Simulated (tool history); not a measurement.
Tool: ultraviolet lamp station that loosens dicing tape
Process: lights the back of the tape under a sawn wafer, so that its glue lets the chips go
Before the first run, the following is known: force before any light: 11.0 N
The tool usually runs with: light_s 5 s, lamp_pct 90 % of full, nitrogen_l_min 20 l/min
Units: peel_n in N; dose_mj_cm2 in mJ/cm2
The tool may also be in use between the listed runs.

{"run": 1, "day": 0.0, "light_s": 5, "lamp_pct": 90, "nitrogen_l_min": 20, "peel_n": 1.378, "dose_mj_cm2": 412}
{"run": 2, "day": 1.525, "light_s": 5, "lamp_pct": 90, "nitrogen_l_min": 24, "peel_n": 1.321, "dose_mj_cm2": 413}
{"day": 2.288, "done": "window cleaned of glue's vapour"}
{"run": 3, "day": 3.833, "light_s": 5, "lamp_pct": 90, "nitrogen_l_min": 24, "peel_n": 1.422, "dose_mj_cm2": 388}
{"run": 4, "day": 4.967, "light_s": 3, "lamp_pct": 90, "nitrogen_l_min": 20, "peel_n": 3.422, "dose_mj_cm2": 229}
{"run": 5, "day": 7.112, "light_s": 8, "lamp_pct": 90, "nitrogen_l_min": 20, "peel_n": 0.641, "dose_mj_cm2": 611}
{"run": 6, "day": 8.117, "light_s": 8, "lamp_pct": 90, "nitrogen_l_min": 20, "peel_n": 0.663, "dose_mj_cm2": 604}
{"day": 9.204, "done": "window cleaned of glue's vapour, once more"}
{"run": 7, "day": 9.508, "light_s": 5, "lamp_pct": 90, "nitrogen_l_min": 20, "peel_n": 1.445, "dose_mj_cm2": 415}
{"run": 8, "day": 11.175, "light_s": 5, "lamp_pct": 90, "nitrogen_l_min": 20, "peel_n": 1.509, "dose_mj_cm2": 406}
{"run": 9, "day": 12.408, "light_s": 5, "lamp_pct": 90, "nitrogen_l_min": 20, "peel_n": 1.524, "dose_mj_cm2": 404}
{"run": 10, "day": 14.283, "light_s": 5, "lamp_pct": 90, "nitrogen_l_min": 20, "peel_n": 1.472, "dose_mj_cm2": 398}
{"run": 11, "day": 15.933, "light_s": 5, "lamp_pct": 90, "nitrogen_l_min": 20, "peel_n": 1.56, "dose_mj_cm2": 388}
{"run": 12, "day": 17.833, "light_s": 5, "lamp_pct": 90, "nitrogen_l_min": 20, "peel_n": 1.592, "dose_mj_cm2": 386}
{"run": 13, "day": 19.896, "light_s": 9, "lamp_pct": 90, "nitrogen_l_min": 20, "peel_n": 0.481, "dose_mj_cm2": 681}
{"run": 14, "day": 21.896, "light_s": 5, "lamp_pct": 97, "nitrogen_l_min": 20, "peel_n": 1.48, "dose_mj_cm2": 397}
{"run": 15, "day": 23.629, "light_s": 5, "lamp_pct": 97, "nitrogen_l_min": 20, "peel_n": 1.54, "dose_mj_cm2": 393}
{"run": 16, "day": 24.767, "light_s": 5, "lamp_pct": 97, "nitrogen_l_min": 20, "peel_n": 1.512, "dose_mj_cm2": 387}
{"day": 25.675, "done": "window cleaned of glue's vapour"}
{"run": 17, "day": 26.575, "light_s": 5, "lamp_pct": 91, "nitrogen_l_min": 31, "peel_n": 1.256, "dose_mj_cm2": 385}
{"run": 18, "day": 28.717, "light_s": 5, "lamp_pct": 91, "nitrogen_l_min": 31, "peel_n": 1.348, "dose_mj_cm2": 378}
{"run": 19, "day": 30.05, "light_s": 5, "lamp_pct": 91, "nitrogen_l_min": 31, "peel_n": 1.367, "dose_mj_cm2": 372}
{"run": 20, "day": 31.888, "light_s": 3, "lamp_pct": 61, "nitrogen_l_min": 30, "peel_n": 4.725, "dose_mj_cm2": 141}
{"run": 21, "day": 33.142, "light_s": 3, "lamp_pct": 61, "nitrogen_l_min": 30, "peel_n": 4.831, "dose_mj_cm2": 145}

Each run again, without the hidden state but with its own random variation kept:
Hidden state present: lamp's light, % of a new lamp's; light that the window lets through, % of a clean one's; drift of the gauge itself on peel_n, %; drift of the gauge itself on dose_mj_cm2, %.
run=1 peel_n=0.766 dose_mj_cm2=547
run=2 peel_n=0.708 dose_mj_cm2=552
run=3 peel_n=0.698 dose_mj_cm2=545
run=4 peel_n=2.133 dose_mj_cm2=326
run=5 peel_n=0.298 dose_mj_cm2=881
run=6 peel_n=0.305 dose_mj_cm2=877
run=7 peel_n=0.805 dose_mj_cm2=550
run=8 peel_n=0.818 dose_mj_cm2=547
run=9 peel_n=0.816 dose_mj_cm2=547
run=10 peel_n=0.761 dose_mj_cm2=549
run=11 peel_n=0.790 dose_mj_cm2=544
run=12 peel_n=0.780 dose_mj_cm2=549
run=13 peel_n=0.244 dose_mj_cm2=985
run=14 peel_n=0.666 dose_mj_cm2=584
run=15 peel_n=0.675 dose_mj_cm2=586
run=16 peel_n=0.650 dose_mj_cm2=583
run=17 peel_n=0.566 dose_mj_cm2=557
run=18 peel_n=0.588 dose_mj_cm2=555
run=19 peel_n=0.586 dose_mj_cm2=554
run=20 peel_n=3.078 dose_mj_cm2=216
run=21 peel_n=3.116 dose_mj_cm2=221

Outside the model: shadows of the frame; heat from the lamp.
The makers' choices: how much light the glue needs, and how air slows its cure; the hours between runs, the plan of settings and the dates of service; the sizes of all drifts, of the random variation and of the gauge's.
